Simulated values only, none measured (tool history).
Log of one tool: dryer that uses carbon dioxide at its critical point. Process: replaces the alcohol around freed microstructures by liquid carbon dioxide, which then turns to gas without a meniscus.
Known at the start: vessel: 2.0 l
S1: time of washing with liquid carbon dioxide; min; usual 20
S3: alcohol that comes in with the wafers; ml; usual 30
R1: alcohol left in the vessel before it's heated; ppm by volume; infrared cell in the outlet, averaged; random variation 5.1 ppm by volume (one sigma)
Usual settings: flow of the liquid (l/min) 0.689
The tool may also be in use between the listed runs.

Run 1, hour 0.0: usual settings. Result: R1 95 ppm by volume.
Run 2, hour 29.1: usual settings. Result: R1 112 ppm by volume.
Run 3, hour 52.1: usual settings. Result: R1 107 ppm by volume.
Run 4, hour 78.7: usual settings. Result: R1 109 ppm by volume.
Run 5, hour 96.9: usual settings. Result: R1 116 ppm by volume.
Run 6, hour 126.7: usual settings. Result: R1 116 ppm by volume.
Run 7, hour 141.3: usual settings. Result: R1 113 ppm by volume.
Run 8, hour 170.0: usual settings but flow of the liquid (l/min) 0.419. Result: R1 612 ppm by volume.
Run 9, hour 195.5: usual settings but flow of the liquid (l/min) 0.419. Result: R1 616 ppm by volume.
Run 10, hour 214.2: usual settings. Result: R1 120 ppm by volume.
Run 11, hour 228.2: usual settings. Result: R1 126 ppm by volume.
Run 12, hour 255.6: usual settings. Result: R1 120 ppm by volume.
Run 13, hour 288.2: usual settings but flow of the liquid (l/min) 1.014. Result: R1 68 ppm by volume.
Run 14, hour 314.5: usual settings but flow of the liquid (l/min) 1.014. Result: R1 65 ppm by volume.
Run 15, hour 346.9: usual settings but flow of the liquid (l/min) 1.014. Result: R1 55 ppm by volume.
At hour 371.9: inlet filter changed.
Run 16, hour 380.6: usual settings but flow of the liquid (l/min) 1.014. Result: R1 69 ppm by volume.
Run 17, hour 402.2: usual settings. Result: R1 127 ppm by volume.
Run 18, hour 427.4: usual settings but flow of the liquid (l/min) 0.769. Result: R1 99 ppm by volume.
Run 19, hour 461.1: usual settings but flow of the liquid (l/min) 0.769. Result: R1 79 ppm by volume.
Run 20, hour 484.6: usual settings but S3 54 ml. Result: R1 172 ppm by volume.
Run 21, hour 514.8: usual settings but S3 54 ml. Result: R1 168 ppm by volume.
Run 22, hour 549.7: usual settings but S3 54 ml. Result: R1 177 ppm by volume.
Run 23, hour 573.7: usual settings but S3 54 ml. Result: R1 170 ppm by volume.
Run 24, hour 603.1: usual settings but S3 40 ml. Result: R1 144 ppm by volume.
Run 25, hour 622.7: usual settings but S3 40 ml. Result: R1 151 ppm by volume.
Run 26, hour 637.0: usual settings but flow of the liquid (l/min) 0.681, S3 61 ml. Result: R1 205 ppm by volume.
Run 27, hour 669.9: usual settings but flow of the liquid (l/min) 0.681, S3 92 ml. Result: R1 271 ppm by volume.
Run 28, hour 691.0: usual settings but S1 18 min, S3 49 ml. Result: R1 249 ppm by volume.
Run 29, hour 712.3: usual settings but S1 12 min, flow of the liquid (l/min) 0.416, S3 77 ml. Result: R1 5591 ppm by volume.
Run 30, hour 729.6: usual settings but flow of the liquid (l/min) 0.416, S3 52 ml. Result: R1 1070 ppm by volume.
Run 31, hour 748.1: usual settings but S1 21 min. Result: R1 118 ppm by volume.
Run 32, hour 773.1: usual settings but S1 21 min. Result: R1 123 ppm by volume.
Run 33, hour 807.9: usual settings but flow of the liquid (l/min) 0.464, S3 98 ml. Result: R1 1401 ppm by volume.
Run 34, hour 832.6: usual settings but S3 33 ml. Result: R1 149 ppm by volume.
Run 35, hour 864.0: usual settings but S1 24 min, flow of the liquid (l/min) 0.867, S3 69 ml. Result: R1 92 ppm by volume.
Run 36, hour 894.4: usual settings but S1 12 min. Result: R1 681 ppm by volume.
Run 37, hour 928.2: usual settings but S1 12 min. Result: R1 682 ppm by volume.
Run 38, hour 954.1: usual settings but S1 12 min, flow of the liquid (l/min) 0.854, S3 40 ml. Result: R1 463 ppm by volume.
Run 39, hour 982.1: usual settings but S1 15 min, flow of the liquid (l/min) 0.661, S3 114 ml. Result: R1 1303 ppm by volume.
Run 40, hour 1012.3: usual settings but S3 52 ml. Result: R1 216 ppm by volume.
At hour 1034.3: inlet filter changed.
Run 41, hour 1040.3: usual settings. Result: R1 144 ppm by volume.
Run 42, hour 1063.5: usual settings but S1 13 min. Result: R1 485 ppm by volume.
Run 43, hour 1089.4: usual settings but S1 31 min, flow of the liquid (l/min) 0.474, S3 120 ml. Result: R1 247 ppm by volume.
Run 44, hour 1113.2: usual settings but S1 18 min, flow of the liquid (l/min) 0.487, S3 53 ml. Result: R1 880 ppm by volume.
Run 45, hour 1147.3: usual settings but S1 18 min, flow of the liquid (l/min) 0.487, S3 53 ml. Result: R1 877 ppm by volume.
Run 46, hour 1181.0: usual settings but S1 18 min, flow of the liquid (l/min) 0.487, S3 28 ml. Result: R1 512 ppm by volume.
Run 47, hour 1209.1: usual settings but S1 13 min, flow of the liquid (l/min) 0.892, S3 51 ml. Result: R1 342 ppm by volume.

4 ways to go on from here, each from the tool as it stands after run 47. What would each give?
Run A, hour 1239.2: usual settings but S1 27 min, flow of the liquid (l/min) 1.133, S3 26 ml. Result: R1 ?.
Run B, hour 1239.2: usual settings but S1 12 min, flow of the liquid (l/min) 0.429, S3 34 ml. Result: R1 ?.
Run C, hour 1239.2: usual settings but flow of the liquid (l/min) 0.549, S3 66 ml. Result: R1 ?.
Run D, hour 1239.2: usual settings but S1 19 min, flow of the liquid (l/min) 0.503, S3 107 ml. Result: R1 ?.

run    R1
  A    96
  B  2301
  C   506
  D  1294
Without the tool's hidden state the same runs would have given:
run    R1
  A     6
  B  2120
  C   380
  D  1113

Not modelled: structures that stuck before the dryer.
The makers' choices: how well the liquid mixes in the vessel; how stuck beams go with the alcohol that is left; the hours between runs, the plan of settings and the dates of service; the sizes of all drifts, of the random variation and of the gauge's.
